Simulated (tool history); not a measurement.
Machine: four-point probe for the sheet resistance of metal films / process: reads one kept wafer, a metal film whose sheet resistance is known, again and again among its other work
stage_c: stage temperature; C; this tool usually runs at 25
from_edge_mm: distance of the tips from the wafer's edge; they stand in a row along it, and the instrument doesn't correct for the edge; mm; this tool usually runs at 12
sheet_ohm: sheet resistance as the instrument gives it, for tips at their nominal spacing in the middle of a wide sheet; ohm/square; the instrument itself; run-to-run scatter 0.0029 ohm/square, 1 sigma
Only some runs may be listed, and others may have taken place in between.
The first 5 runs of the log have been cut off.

run	hour	stage_c	from_edge_mm	touches since the probe head was changed	hours of work since the stage's thermometer was calibrated	sheet_ohm
6	433.2	25	5	19433	879	14.720985
7	539.2	21	12	21773	936	14.629243
8	614.3	21	12	23431	977	14.629171
9	683.8	25	12	24965	1014	14.617163
10	749.5	25	66	26414	1049	14.602568
11	830.7	25	66	28207	1093	14.605186
12	904.6	29	12	29839	1132	14.620111
13	957.9	25	12	31016	1161	14.631405
14	1012.8	25	61	32227	1191	14.612792
15	1072.2	25	61	33539	1222	14.610670
16	1149.6	25	61	35247	1264	14.613963
17	1230.7	25	56	37039	1308	14.619164
18	1311.5	25	12	38822	1351	14.642682
19	1358.4	19	12	39856	1376	14.661821
20	1471.5	19	12	42354	1437	14.668706
21	1533.4	19	12	43719	1470	14.668347
22	1635.1	19	12	45964	1525	14.666702
23	1688.0	19	6	47133	1553	14.738400
24	1763.1	19	6	48791	1593	14.739437
25	1864.4	19	6	51026	1648	14.742561
26	1956.1	19	6	53050	1697	14.744328
27	2051.4	19	6	55154	1748	14.744738
28	2156.0	19	6	57465	1804	14.753163

What will run 29 give?
29	2241.5	25	6	59352	1850	?

{"run 29": {"sheet_ohm": 14.742537}}
Had the tool carried no hidden state, the very same run would have given sheet_ohm 14.683617 ohm/square.
